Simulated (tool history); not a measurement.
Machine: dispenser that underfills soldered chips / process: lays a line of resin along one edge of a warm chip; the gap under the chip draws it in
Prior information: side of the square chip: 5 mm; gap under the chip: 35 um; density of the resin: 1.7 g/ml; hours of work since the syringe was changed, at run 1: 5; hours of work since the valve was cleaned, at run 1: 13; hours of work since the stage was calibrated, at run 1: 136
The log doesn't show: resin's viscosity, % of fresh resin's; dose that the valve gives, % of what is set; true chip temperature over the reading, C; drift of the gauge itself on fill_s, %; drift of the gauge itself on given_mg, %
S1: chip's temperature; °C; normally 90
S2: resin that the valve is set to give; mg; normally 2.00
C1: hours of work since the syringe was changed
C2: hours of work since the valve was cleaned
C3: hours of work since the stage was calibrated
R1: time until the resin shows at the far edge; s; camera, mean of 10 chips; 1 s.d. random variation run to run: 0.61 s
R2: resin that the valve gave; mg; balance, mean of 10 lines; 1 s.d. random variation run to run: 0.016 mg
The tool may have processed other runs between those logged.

Run 1, day 0.000: usual settings; C1 5; C2 13; C3 136. Result: R1 73.0 s, R2 1.97 mg.
At day 0.412: new syringe of resin.
Run 2, day 0.604: usual settings; C1 3; C2 24; C3 147. Result: R1 66.0 s, R2 2.00 mg.
At day 1.071: new syringe of resin.
Run 3, day 1.075: usual settings; C1 0; C2 32; C3 155. Result: R1 53.9 s, R2 1.95 mg.
Run 4, day 1.592: usual settings; C1 9; C2 41; C3 164. Result: R1 96.3 s, R2 1.92 mg.
At day 1.717: new syringe of resin.
Run 5, day 2.138: usual settings; C1 7; C2 51; C3 174. Result: R1 89.1 s, R2 1.94 mg.
At day 2.404: new syringe of resin.
Run 6, day 2.467: usual settings; C1 1; C2 56; C3 179. Result: R1 56.1 s, R2 1.95 mg.
Run 7, day 2.950: usual settings; C1 10; C2 65; C3 188. Result: R1 99.1 s, R2 1.89 mg.
At day 3.092: new syringe of resin.
Run 8, day 3.529: usual settings but S2 2.41 mg; C1 8; C2 75; C3 198. Result: R1 84.1 s, R2 2.31 mg.
At day 3.754: new syringe of resin.
At day 4.138: dispensing valve cleaned and set on the balance.
Run 9, day 4.158: usual settings but S2 2.41 mg; C1 6; C2 0; C3 208. Result: R1 79.9 s, R2 2.40 mg.
At day 4.454: new syringe of resin.
Run 10, day 4.804: usual settings but S1 83 °C, S2 2.27 mg; C1 6; C2 12; C3 220. Result: R1 111.6 s, R2 2.28 mg.
At day 5.121: new syringe of resin.
Run 11, day 5.242: usual settings but S1 84 °C; C1 2; C2 19; C3 227. Result: R1 86.4 s, R2 1.99 mg.

For run 12, what comes out?
At day 5.808: new syringe of resin.
Run 12, day 5.879: usual settings but S1 85 °C, S2 2.50 mg; C1 1; C2 30; C3 238. Result: R1 ?, R2 ?.

{"run 12": {"R1": 71.3, "R2": 2.46}}
Had the tool carried no hidden state, the very same run would have given R1 64.3 s, R2 2.51 mg.

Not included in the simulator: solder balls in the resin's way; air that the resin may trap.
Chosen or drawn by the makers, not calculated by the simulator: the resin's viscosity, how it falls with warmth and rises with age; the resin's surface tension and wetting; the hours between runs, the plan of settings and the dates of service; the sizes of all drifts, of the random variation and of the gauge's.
